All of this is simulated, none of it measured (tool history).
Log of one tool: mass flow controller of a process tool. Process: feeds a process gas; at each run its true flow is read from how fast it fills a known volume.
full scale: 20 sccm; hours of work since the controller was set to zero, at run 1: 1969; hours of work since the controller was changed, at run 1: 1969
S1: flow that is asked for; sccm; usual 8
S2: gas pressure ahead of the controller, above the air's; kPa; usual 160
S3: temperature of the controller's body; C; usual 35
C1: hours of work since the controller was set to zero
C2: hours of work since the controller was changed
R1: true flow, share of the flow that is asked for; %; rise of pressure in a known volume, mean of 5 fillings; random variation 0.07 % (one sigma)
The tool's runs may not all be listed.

{"run": 1, "day": 0.0, "S1": 8, "S2": 160, "S3": 35, "C1": 1969, "C2": 1969, "R1": 99.2}
{"run": 2, "day": 6.392, "S1": 8, "S2": 160, "S3": 35, "C1": 2022, "C2": 2022, "R1": 99.11}
{"run": 3, "day": 18.488, "S1": 8, "S2": 245, "S3": 35, "C1": 2123, "C2": 2123, "R1": 99.96}
{"run": 4, "day": 31.529, "S1": 8, "S2": 245, "S3": 35, "C1": 2231, "C2": 2231, "R1": 99.85}
{"run": 5, "day": 39.754, "S1": 8, "S2": 245, "S3": 33, "C1": 2299, "C2": 2299, "R1": 100.15}
{"run": 6, "day": 46.238, "S1": 8, "S2": 245, "S3": 33, "C1": 2353, "C2": 2353, "R1": 100.06}
{"day": 47.429, "done": "controller's zero set anew"}
{"run": 7, "day": 55.417, "S1": 8, "S2": 160, "S3": 35, "C1": 66, "C2": 2430, "R1": 99.71}
{"run": 8, "day": 62.204, "S1": 8, "S2": 160, "S3": 35, "C1": 123, "C2": 2486, "R1": 99.72}
{"run": 9, "day": 71.633, "S1": 8, "S2": 160, "S3": 35, "C1": 201, "C2": 2565, "R1": 99.77}
{"run": 10, "day": 79.058, "S1": 8, "S2": 266, "S3": 35, "C1": 263, "C2": 2626, "R1": 100.61}
{"run": 11, "day": 89.067, "S1": 8, "S2": 266, "S3": 35, "C1": 347, "C2": 2710, "R1": 100.78}
{"run": 12, "day": 94.742, "S1": 8, "S2": 183, "S3": 21, "C1": 394, "C2": 2757, "R1": 101.27}
{"run": 13, "day": 105.254, "S1": 8, "S2": 265, "S3": 32, "C1": 481, "C2": 2844, "R1": 100.98}

Run 14 comes next. What will it give?
{"run": 14, "day": 116.983, "S1": 8, "S2": 265, "S3": 32, "C1": 579, "C2": 2942, "R1": "?"}

{"run 14": {"R1": 101.05}}
Without the tool's hidden state the same run would have given R1 99.03 %.
